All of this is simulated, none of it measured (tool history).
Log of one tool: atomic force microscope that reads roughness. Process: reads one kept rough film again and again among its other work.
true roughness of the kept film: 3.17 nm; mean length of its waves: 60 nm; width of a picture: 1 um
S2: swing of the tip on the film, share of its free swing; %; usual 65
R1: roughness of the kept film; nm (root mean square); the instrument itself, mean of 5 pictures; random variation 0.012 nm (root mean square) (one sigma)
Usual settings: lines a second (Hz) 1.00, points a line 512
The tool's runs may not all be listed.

run 1 hour=0.0 | lines_a_second_(Hz)=1.00 S2=65 points_a_line=512 | R1=2.947
run 2 hour=22.0 | lines_a_second_(Hz)=1.00 S2=65 points_a_line=512 | R1=2.927
run 3 hour=43.2 | lines_a_second_(Hz)=1.00 S2=65 points_a_line=512 | R1=2.941
run 4 hour=57.3 | lines_a_second_(Hz)=1.00 S2=65 points_a_line=512 | R1=2.935
run 5 hour=80.3 | lines_a_second_(Hz)=1.00 S2=80 points_a_line=512 | R1=2.813
run 6 hour=103.9 | lines_a_second_(Hz)=1.00 S2=80 points_a_line=512 | R1=2.781
-- hour=106.0 new tip fitted
run 7 hour=121.0 | lines_a_second_(Hz)=1.00 S2=80 points_a_line=472 | R1=2.828
run 8 hour=141.3 | lines_a_second_(Hz)=1.00 S2=65 points_a_line=748 | R1=2.963
run 9 hour=152.7 | lines_a_second_(Hz)=1.00 S2=65 points_a_line=748 | R1=2.953
run 10 hour=175.9 | lines_a_second_(Hz)=1.00 S2=65 points_a_line=512 | R1=2.929
run 11 hour=198.0 | lines_a_second_(Hz)=1.00 S2=65 points_a_line=512 | R1=2.938
run 12 hour=211.2 | lines_a_second_(Hz)=1.00 S2=65 points_a_line=512 | R1=2.953
run 13 hour=223.1 | lines_a_second_(Hz)=1.00 S2=65 points_a_line=512 | R1=2.932
run 14 hour=241.7 | lines_a_second_(Hz)=1.42 S2=65 points_a_line=512 | R1=2.896
-- hour=254.0 new tip fitted
run 15 hour=266.3 | lines_a_second_(Hz)=1.00 S2=65 points_a_line=458 | R1=2.948
run 16 hour=291.0 | lines_a_second_(Hz)=2.53 S2=65 points_a_line=414 | R1=2.793
run 17 hour=302.3 | lines_a_second_(Hz)=3.36 S2=65 points_a_line=936 | R1=2.734
run 18 hour=317.8 | lines_a_second_(Hz)=3.36 S2=78 points_a_line=936 | R1=2.415
run 19 hour=329.5 | lines_a_second_(Hz)=2.75 S2=69 points_a_line=327 | R1=2.677
run 20 hour=344.5 | lines_a_second_(Hz)=1.00 S2=86 points_a_line=515 | R1=2.712
run 21 hour=364.0 | lines_a_second_(Hz)=1.00 S2=86 points_a_line=515 | R1=2.734
run 22 hour=388.8 | lines_a_second_(Hz)=1.00 S2=86 points_a_line=515 | R1=2.708
-- hour=402.9 new tip fitted
run 23 hour=416.9 | lines_a_second_(Hz)=1.00 S2=86 points_a_line=515 | R1=2.721
run 24 hour=444.2 | lines_a_second_(Hz)=2.12 S2=61 points_a_line=329 | R1=2.880
run 25 hour=457.0 | lines_a_second_(Hz)=2.12 S2=61 points_a_line=329 | R1=2.876
run 26 hour=475.9 | lines_a_second_(Hz)=1.00 S2=74 points_a_line=512 | R1=2.853
run 27 hour=496.8 | lines_a_second_(Hz)=3.28 S2=63 points_a_line=438 | R1=2.757
run 28 hour=512.0 | lines_a_second_(Hz)=3.45 S2=63 points_a_line=512 | R1=2.713
run 29 hour=526.7 | lines_a_second_(Hz)=0.57 S2=57 points_a_line=297 | R1=3.002
run 30 hour=547.6 | lines_a_second_(Hz)=0.89 S2=56 points_a_line=974 | R1=2.990

Some steps in R1 between neighbouring runs. How much of each would the tool show without its hidden state too (settings, what came in, random variation), and how much is left for the hidden state, with any gauge scatter that isn't in both results?
The hidden state here: radius of the tip, nm; height scale over the true one, %; drift of the gauge itself on roughness_nm, %.
Run 6 -> 7: points a line 512 -> 472, new tip fitted. R1 +0.047 nm (root mean square): hidden state +0.008, all else +0.039.
Run 14 -> 15: lines a second (Hz) 1.42 -> 1.00, points a line 512 -> 458, new tip fitted. R1 +0.052 nm (root mean square): hidden state +0.009, all else +0.043.
Run 17 -> 18: S2 65 -> 78. R1 -0.319 nm (root mean square): hidden state -0.001, all else -0.318.
Run 18 -> 19: lines a second (Hz) 3.36 -> 2.75, S2 78 -> 69, points a line 936 -> 327. R1 +0.262 nm (root mean square): hidden state -0.001, all else +0.263.
Run 22 -> 23: new tip fitted. R1 +0.013 nm (root mean square): hidden state +0.008, all else +0.005.
Run 28 -> 29: lines a second (Hz) 3.45 -> 0.57, S2 63 -> 57, points a line 512 -> 297. R1 +0.289 nm (root mean square): hidden state -0.002, all else +0.291.
